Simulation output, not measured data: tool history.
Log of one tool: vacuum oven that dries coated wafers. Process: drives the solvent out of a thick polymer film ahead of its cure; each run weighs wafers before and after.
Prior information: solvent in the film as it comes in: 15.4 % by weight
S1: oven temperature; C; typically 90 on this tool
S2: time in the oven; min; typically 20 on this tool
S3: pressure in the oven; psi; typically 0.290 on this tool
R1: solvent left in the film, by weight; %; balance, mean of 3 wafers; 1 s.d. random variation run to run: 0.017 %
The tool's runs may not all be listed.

{"run": 1, "hour": 0.0, "S1": 90, "S2": 20, "S3": 0.29, "R1": 2.6}
{"run": 2, "hour": 14.5, "S1": 90, "S2": 20, "S3": 0.29, "R1": 2.58}
{"run": 3, "hour": 32.6, "S1": 90, "S2": 20, "S3": 0.29, "R1": 2.58}
{"run": 4, "hour": 51.8, "S1": 90, "S2": 20, "S3": 0.29, "R1": 2.56}
{"run": 5, "hour": 69.5, "S1": 90, "S2": 20, "S3": 0.29, "R1": 2.59}
{"run": 6, "hour": 91.9, "S1": 90, "S2": 20, "S3": 0.29, "R1": 2.59}
{"run": 7, "hour": 102.3, "S1": 90, "S2": 20, "S3": 0.29, "R1": 2.59}
{"run": 8, "hour": 114.1, "S1": 90, "S2": 20, "S3": 0.29, "R1": 2.58}
{"run": 9, "hour": 129.2, "S1": 90, "S2": 20, "S3": 0.29, "R1": 2.58}
{"run": 10, "hour": 150.4, "S1": 105, "S2": 20, "S3": 0.566, "R1": 1.27}
{"run": 11, "hour": 169.4, "S1": 75, "S2": 20, "S3": 0.547, "R1": 7.44}
{"run": 12, "hour": 192.1, "S1": 76, "S2": 20, "S3": 0.902, "R1": 8.53}
{"run": 13, "hour": 214.9, "S1": 76, "S2": 20, "S3": 0.902, "R1": 8.51}
{"run": 14, "hour": 225.1, "S1": 94, "S2": 20, "S3": 0.168, "R1": 1.52}
{"run": 15, "hour": 240.8, "S1": 88, "S2": 11, "S3": 0.405, "R1": 5.67}
{"run": 16, "hour": 254.9, "S1": 76, "S2": 32, "S3": 0.315, "R1": 4.4}
{"run": 17, "hour": 271.4, "S1": 84, "S2": 15, "S3": 0.29, "R1": 5.1}

Consider 4 possible next runs. They are alternatives, not a sequence: every one starts from the tool as it was left by run 17. What does each give?
{"run": "A", "hour": 295.8, "S1": 93, "S2": 17, "S3": 0.432, "R1": "?"}
{"run": "B", "hour": 295.8, "S1": 84, "S2": 15, "S3": 0.708, "R1": "?"}
{"run": "C", "hour": 295.8, "S1": 85, "S2": 24, "S3": 0.154, "R1": "?"}
{"run": "D", "hour": 295.8, "S1": 90, "S2": 19, "S3": 0.847, "R1": "?"}

run=A R1=2.87
run=B R1=6.44
run=C R1=2.53
run=D R1=4.38
Without the tool's hidden state the same runs would have given:
run=A R1=2.90
run=B R1=6.50
run=C R1=2.56
run=D R1=4.42
